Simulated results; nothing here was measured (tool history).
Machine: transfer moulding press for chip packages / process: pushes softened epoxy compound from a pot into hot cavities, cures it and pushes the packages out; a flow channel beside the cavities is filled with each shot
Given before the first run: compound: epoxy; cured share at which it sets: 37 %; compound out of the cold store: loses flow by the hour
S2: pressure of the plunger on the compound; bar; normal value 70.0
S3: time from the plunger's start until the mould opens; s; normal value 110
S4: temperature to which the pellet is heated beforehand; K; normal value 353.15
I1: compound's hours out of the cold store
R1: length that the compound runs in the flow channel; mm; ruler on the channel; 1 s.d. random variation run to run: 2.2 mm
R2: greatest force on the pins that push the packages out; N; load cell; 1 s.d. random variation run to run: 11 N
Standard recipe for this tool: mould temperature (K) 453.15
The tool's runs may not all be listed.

Run 1, hour 0.0: usual settings; I1 10.2. Result: R1 785 mm, R2 724 N.
Run 2, hour 18.3: usual settings but S4 351.15 K; I1 16.5. Result: R1 771 mm, R2 808 N.
Run 3, hour 37.6: usual settings but S4 351.15 K; I1 42.6. Result: R1 708 mm, R2 850 N.
At hour 66.5: cavities cleaned with cleaning compound and waxed.
Run 4, hour 78.2: usual settings but mould temperature (K) 448.15, S4 351.15 K; I1 30.5. Result: R1 754 mm, R2 834 N.
Run 5, hour 114.0: usual settings but mould temperature (K) 448.15, S4 351.15 K; I1 15.5. Result: R1 785 mm, R2 1176 N.
Run 6, hour 154.1: usual settings; I1 15.0. Result: R1 756 mm, R2 957 N.
At hour 163.7: cavities cleaned with cleaning compound and waxed.
Run 7, hour 184.8: usual settings but S3 121 s; I1 44.2. Result: R1 692 mm, R2 604 N.
Run 8, hour 202.4: usual settings but S3 121 s; I1 12.0. Result: R1 762 mm, R2 677 N.
Run 9, hour 227.0: usual settings but S3 121 s; I1 45.8. Result: R1 683 mm, R2 750 N.
At hour 261.9: cavities cleaned with cleaning compound and waxed.
Run 10, hour 269.2: usual settings but S4 354.15 K; I1 38.5. Result: R1 701 mm, R2 552 N.
At hour 282.2: plunger's sealing rings changed.
Run 11, hour 305.1: usual settings but S4 354.15 K; I1 9.7. Result: R1 791 mm, R2 790 N.
Run 12, hour 337.4: usual settings but S4 354.15 K; I1 12.3. Result: R1 785 mm, R2 888 N.
At hour 362.0: cavities cleaned with cleaning compound and waxed.
Run 13, hour 362.6: usual settings but S4 354.15 K; I1 25.5. Result: R1 756 mm, R2 508 N.
Run 14, hour 390.5: usual settings; I1 24.3. Result: R1 757 mm, R2 727 N.
Run 15, hour 413.2: usual settings but S2 57.6 bar, S3 140 s, S4 359.15 K; I1 25.2. Result: R1 679 mm, R2 673 N.
Run 16, hour 435.9: usual settings but S2 56.7 bar, S3 140 s, S4 359.15 K; I1 41.9. Result: R1 643 mm, R2 747 N.
At hour 453.3: mould's thermocouples calibrated.
At hour 463.1: cavities cleaned with cleaning compound and waxed.
Run 17, hour 472.9: usual settings but mould temperature (K) 445.15; I1 31.7. Result: R1 768 mm, R2 1040 N.
Run 18, hour 489.4: usual settings but mould temperature (K) 452.15, S2 86.4 bar, S3 92 s, S4 349.15 K; I1 19.7. Result: R1 849 mm, R2 1095 N.
Run 19, hour 506.8: usual settings but mould temperature (K) 454.15, S2 53.9 bar, S4 347.15 K; I1 32.6. Result: R1 633 mm, R2 773 N.
Run 20, hour 528.4: usual settings but mould temperature (K) 454.15, S2 53.9 bar, S3 98 s, S4 347.15 K; I1 9.7. Result: R1 679 mm, R2 1070 N.
At hour 561.8: cavities cleaned with cleaning compound and waxed.
Run 21, hour 567.8: usual settings but S2 61.2 bar, S4 354.15 K; I1 34.2. Result: R1 670 mm, R2 584 N.
Run 22, hour 596.6: usual settings but mould temperature (K) 446.15; I1 17.8. Result: R1 788 mm, R2 1284 N.
Run 23, hour 614.6: usual settings but mould temperature (K) 446.15; I1 27.1. Result: R1 757 mm, R2 1398 N.
Run 24, hour 643.1: usual settings but S2 75.2 bar, S4 343.15 K; I1 28.9. Result: R1 753 mm, R2 945 N.
At hour 660.5: cavities cleaned with cleaning compound and waxed.
Run 25, hour 681.9: usual settings but S4 349.15 K; I1 32.3. Result: R1 716 mm, R2 668 N.
At hour 697.6: plunger's sealing rings changed.
Run 26, hour 717.8: usual settings but S4 349.15 K; I1 23.5. Result: R1 759 mm, R2 844 N.
Run 27, hour 737.1: usual settings but S3 97 s; I1 33.8. Result: R1 734 mm, R2 1173 N.

Predict each of these 3 candidate next runs independently; none follows another, all start after run 27:
At hour 760.2: cavities cleaned with cleaning compound and waxed.
Run A, hour 771.9: usual settings but mould temperature (K) 455.15, S4 360.15 K; I1 40.6. Result: R1 ?, R2 ?.
At hour 760.2: cavities cleaned with cleaning compound and waxed.
Run B, hour 771.9: usual settings but S2 70.1 bar, S4 343.15 K; I1 12.4. Result: R1 ?, R2 ?.
At hour 760.2: cavities cleaned with cleaning compound and waxed.
Run C, hour 771.9: usual settings but mould temperature (K) 454.15, S2 61.9 bar, S3 146 s; I1 38.7. Result: R1 ?, R2 ?.

run   R1   R2
  A  713  540
  B  785  645
  C  678  471
Without the tool's unlogged condition, the same runs would have read:
run   R1   R2
  A  718  449
  B  791  533
  C  683  397
